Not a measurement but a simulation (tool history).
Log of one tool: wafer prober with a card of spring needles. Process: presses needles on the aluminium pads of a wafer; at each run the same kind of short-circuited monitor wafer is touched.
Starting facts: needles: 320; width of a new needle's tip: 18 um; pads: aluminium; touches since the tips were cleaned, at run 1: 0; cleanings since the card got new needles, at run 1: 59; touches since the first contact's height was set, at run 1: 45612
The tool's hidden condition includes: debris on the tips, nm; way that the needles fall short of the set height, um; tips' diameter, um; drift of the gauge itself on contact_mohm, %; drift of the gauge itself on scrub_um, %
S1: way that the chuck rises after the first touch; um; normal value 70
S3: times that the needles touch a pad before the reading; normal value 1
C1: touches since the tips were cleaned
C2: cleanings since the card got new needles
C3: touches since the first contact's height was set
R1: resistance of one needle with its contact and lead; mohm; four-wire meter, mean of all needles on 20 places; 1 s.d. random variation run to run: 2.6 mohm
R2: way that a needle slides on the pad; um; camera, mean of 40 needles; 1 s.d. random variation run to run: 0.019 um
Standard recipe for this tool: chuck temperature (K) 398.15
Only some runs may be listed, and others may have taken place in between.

{"run": 1, "hour": 0.0, "S1": 70, "chuck temperature (K)": 398.15, "S3": 1, "C1": 0, "C2": 59, "C3": 45612, "R1": 317, "R2": 17.12}
{"hour": 11.5, "done": "tips cleaned on abrasive film"}
{"hour": 23.9, "done": "tips cleaned on abrasive film"}
{"run": 2, "hour": 29.1, "S1": 70, "chuck temperature (K)": 398.15, "S3": 1, "C1": 1884, "C2": 61, "C3": 56067, "R1": 411, "R2": 17.01}
{"hour": 35.6, "done": "tips cleaned on abrasive film"}
{"hour": 46.1, "done": "tips cleaned on abrasive film"}
{"hour": 58.4, "done": "tips cleaned on abrasive film"}
{"run": 3, "hour": 59.5, "S1": 70, "chuck temperature (K)": 398.15, "S3": 1, "C1": 382, "C2": 64, "C3": 66964, "R1": 332, "R2": 16.95}
{"hour": 69.6, "done": "tips cleaned on abrasive film"}
{"hour": 74.2, "done": "height of the first contact set anew"}
{"hour": 81.0, "done": "tips cleaned on abrasive film"}
{"run": 4, "hour": 85.8, "S1": 70, "chuck temperature (K)": 398.15, "S3": 1, "C1": 1743, "C2": 66, "C3": 4170, "R1": 399, "R2": 17.21}
{"hour": 93.1, "done": "tips cleaned on abrasive film"}
{"hour": 104.6, "done": "tips cleaned on abrasive film"}
{"hour": 116.1, "done": "tips cleaned on abrasive film"}
{"run": 5, "hour": 116.1, "S1": 70, "chuck temperature (K)": 398.15, "S3": 1, "C1": 0, "C2": 69, "C3": 15004, "R1": 319, "R2": 17.16}
{"hour": 127.3, "done": "tips cleaned on abrasive film"}
{"hour": 140.2, "done": "tips cleaned on abrasive film"}
{"run": 6, "hour": 148.8, "S1": 70, "chuck temperature (K)": 398.15, "S3": 1, "C1": 3125, "C2": 71, "C3": 26785, "R1": 428, "R2": 17.16}
{"hour": 150.7, "done": "tips cleaned on abrasive film"}
{"hour": 156.0, "done": "tips cleaned on abrasive film, once more"}
{"hour": 167.7, "done": "tips cleaned on abrasive film"}
{"run": 7, "hour": 169.0, "S1": 70, "chuck temperature (K)": 313.15, "S3": 1, "C1": 472, "C2": 74, "C3": 33979, "R1": 328, "R2": 17.13}
{"hour": 178.5, "done": "tips cleaned on abrasive film"}
{"run": 8, "hour": 187.9, "S1": 70, "chuck temperature (K)": 398.15, "S3": 1, "C1": 3400, "C2": 75, "C3": 40776, "R1": 445, "R2": 17.08}
{"hour": 190.6, "done": "tips cleaned on abrasive film"}
{"hour": 203.4, "done": "tips cleaned on abrasive film"}
{"run": 9, "hour": 204.5, "S1": 70, "chuck temperature (K)": 398.15, "S3": 1, "C1": 405, "C2": 77, "C3": 46723, "R1": 331, "R2": 17.03}
{"hour": 214.1, "done": "tips cleaned on abrasive film"}
{"hour": 227.0, "done": "tips cleaned on abrasive film"}
{"run": 10, "hour": 235.3, "S1": 70, "chuck temperature (K)": 398.15, "S3": 1, "C1": 3023, "C2": 79, "C3": 57792, "R1": 445, "R2": 17.06}
{"hour": 237.7, "done": "tips cleaned on abrasive film"}
{"hour": 250.2, "done": "tips cleaned on abrasive film"}
{"hour": 261.6, "done": "tips cleaned on abrasive film"}
{"hour": 274.2, "done": "tips cleaned on abrasive film"}
{"hour": 274.5, "done": "height of the first contact set anew"}
{"run": 11, "hour": 274.5, "S1": 70, "chuck temperature (K)": 398.15, "S3": 1, "C1": 0, "C2": 83, "C3": 0, "R1": 316, "R2": 17.23}
{"hour": 285.0, "done": "tips cleaned on abrasive film"}
{"hour": 297.5, "done": "tips cleaned on abrasive film"}
{"hour": 309.4, "done": "tips cleaned on abrasive film"}
{"run": 12, "hour": 309.4, "S1": 70, "chuck temperature (K)": 398.15, "S3": 1, "C1": 0, "C2": 86, "C3": 12504, "R1": 316, "R2": 17.22}
{"hour": 321.4, "done": "tips cleaned on abrasive film"}
{"hour": 332.4, "done": "tips cleaned on abrasive film"}
{"run": 13, "hour": 337.4, "S1": 70, "chuck temperature (K)": 398.15, "S3": 1, "C1": 1805, "C2": 88, "C3": 22566, "R1": 397, "R2": 17.18}
{"hour": 345.2, "done": "tips cleaned on abrasive film"}
{"hour": 357.3, "done": "tips cleaned on abrasive film"}
{"hour": 369.3, "done": "tips cleaned on abrasive film"}
{"run": 14, "hour": 376.2, "S1": 70, "chuck temperature (K)": 398.15, "S3": 1, "C1": 2505, "C2": 91, "C3": 36497, "R1": 427, "R2": 17.13}
{"hour": 381.5, "done": "tips cleaned on abrasive film"}
{"hour": 393.3, "done": "tips cleaned on abrasive film"}
{"run": 15, "hour": 397.7, "S1": 53, "chuck temperature (K)": 317.15, "S3": 1, "C1": 1593, "C2": 93, "C3": 44193, "R1": 457, "R2": 12.91}
{"hour": 405.5, "done": "tips cleaned on abrasive film"}
{"hour": 418.4, "done": "tips cleaned on abrasive film"}
{"hour": 431.2, "done": "tips cleaned on abrasive film"}
{"run": 16, "hour": 436.9, "S1": 70, "chuck temperature (K)": 398.15, "S3": 2, "C1": 2055, "C2": 96, "C3": 58269, "R1": 365, "R2": 17.06}
{"hour": 442.1, "done": "tips cleaned on abrasive film"}
{"hour": 455.1, "done": "tips cleaned on abrasive film"}
{"hour": 466.1, "done": "tips cleaned on abrasive film"}
{"run": 17, "hour": 473.0, "S1": 87, "chuck temperature (K)": 380.15, "S3": 2, "C1": 2511, "C2": 99, "C3": 71242, "R1": 342, "R2": 21.24}
{"hour": 475.9, "done": "height of the first contact set anew"}
{"hour": 478.6, "done": "tips cleaned on abrasive film"}
{"hour": 490.9, "done": "tips cleaned on abrasive film"}
{"run": 18, "hour": 494.6, "S1": 87, "chuck temperature (K)": 380.15, "S3": 2, "C1": 1331, "C2": 101, "C3": 6692, "R1": 329, "R2": 21.41}
{"hour": 501.6, "done": "tips cleaned on abrasive film"}
{"hour": 513.6, "done": "tips cleaned on abrasive film"}
{"run": 19, "hour": 522.6, "S1": 70, "chuck temperature (K)": 300.15, "S3": 1, "C1": 3243, "C2": 103, "C3": 16758, "R1": 446, "R2": 17.19}
{"hour": 525.3, "done": "tips cleaned on abrasive film"}
{"hour": 536.4, "done": "tips cleaned on abrasive film"}
{"hour": 549.4, "done": "tips cleaned on abrasive film"}
{"hour": 561.3, "done": "tips cleaned on abrasive film"}
{"run": 20, "hour": 561.3, "S1": 58, "chuck temperature (K)": 311.15, "S3": 1, "C1": 0, "C2": 107, "C3": 30621, "R1": 302, "R2": 14.18}
{"hour": 572.8, "done": "tips cleaned on abrasive film"}
{"hour": 583.6, "done": "tips cleaned on abrasive film"}
{"hour": 595.3, "done": "tips cleaned on abrasive film"}
{"run": 21, "hour": 599.3, "S1": 58, "chuck temperature (K)": 311.15, "S3": 1, "C1": 1444, "C2": 110, "C3": 44242, "R1": 420, "R2": 14.12}
{"hour": 607.0, "done": "tips cleaned on abrasive film"}
{"hour": 619.3, "done": "tips cleaned on abrasive film"}
{"run": 22, "hour": 620.5, "S1": 78, "chuck temperature (K)": 398.15, "S3": 1, "C1": 409, "C2": 112, "C3": 51846, "R1": 328, "R2": 19.07}
{"hour": 630.0, "done": "tips cleaned on abrasive film"}
{"hour": 642.1, "done": "tips cleaned on abrasive film"}
{"run": 23, "hour": 648.2, "S1": 70, "chuck temperature (K)": 398.15, "S3": 1, "C1": 2194, "C2": 114, "C3": 61798, "R1": 419, "R2": 17.02}
{"hour": 652.6, "done": "tips cleaned on abrasive film"}
{"hour": 664.7, "done": "tips cleaned on abrasive film"}
{"run": 24, "hour": 674.6, "S1": 80, "chuck temperature (K)": 396.15, "S3": 2, "C1": 3560, "C2": 116, "C3": 71273, "R1": 373, "R2": 19.44}
{"hour": 677.0, "done": "tips cleaned on abrasive film"}
{"hour": 677.3, "done": "height of the first contact set anew"}
{"hour": 689.3, "done": "tips cleaned on abrasive film"}
{"hour": 700.2, "done": "tips cleaned on abrasive film"}
{"run": 25, "hour": 709.3, "S1": 80, "chuck temperature (K)": 396.15, "S3": 2, "C1": 3278, "C2": 119, "C3": 11509, "R1": 371, "R2": 19.7}
{"hour": 712.0, "done": "tips cleaned on abrasive film"}
{"hour": 723.4, "done": "tips cleaned on abrasive film"}
{"run": 26, "hour": 731.7, "S1": 70, "chuck temperature (K)": 344.15, "S3": 1, "C1": 2989, "C2": 121, "C3": 19540, "R1": 449, "R2": 17.17}
{"hour": 734.3, "done": "tips cleaned on abrasive film"}
{"hour": 745.2, "done": "tips cleaned on abrasive film"}
{"hour": 757.0, "done": "tips cleaned on abrasive film"}
{"run": 27, "hour": 763.6, "S1": 62, "chuck temperature (K)": 314.15, "S3": 1, "C1": 2413, "C2": 124, "C3": 30996, "R1": 465, "R2": 15.18}

Here are 3 independent what-if runs from the current tool condition. What would each one return?
{"hour": 768.9, "done": "tips cleaned on abrasive film"}
{"hour": 780.2, "done": "tips cleaned on abrasive film"}
{"hour": 791.5, "done": "tips cleaned on abrasive film"}
{"run": "A", "hour": 791.6, "S1": 61, "chuck temperature (K)": 312.15, "S3": 2, "C1": 18, "C2": 127, "C3": 40994, "R1": "?", "R2": "?"}
{"hour": 768.9, "done": "tips cleaned on abrasive film"}
{"hour": 780.2, "done": "tips cleaned on abrasive film"}
{"hour": 791.5, "done": "tips cleaned on abrasive film"}
{"run": "B", "hour": 791.6, "S1": 57, "chuck temperature (K)": 314.15, "S3": 1, "C1": 18, "C2": 127, "C3": 40994, "R1": "?", "R2": "?"}
{"hour": 768.9, "done": "tips cleaned on abrasive film"}
{"hour": 780.2, "done": "tips cleaned on abrasive film"}
{"hour": 791.5, "done": "tips cleaned on abrasive film"}
{"run": "C", "hour": 791.6, "S1": 70, "chuck temperature (K)": 329.15, "S3": 3, "C1": 18, "C2": 127, "C3": 40994, "R1": "?", "R2": "?"}

run=A R1=295 R2=14.9
run=B R1=305 R2=13.91
run=C R1=290 R2=17.08
Without the tool's hidden state the same runs would have given:
run=A R1=279 R2=15.04
run=B R1=277 R2=14.05
run=C R1=282 R2=17.22

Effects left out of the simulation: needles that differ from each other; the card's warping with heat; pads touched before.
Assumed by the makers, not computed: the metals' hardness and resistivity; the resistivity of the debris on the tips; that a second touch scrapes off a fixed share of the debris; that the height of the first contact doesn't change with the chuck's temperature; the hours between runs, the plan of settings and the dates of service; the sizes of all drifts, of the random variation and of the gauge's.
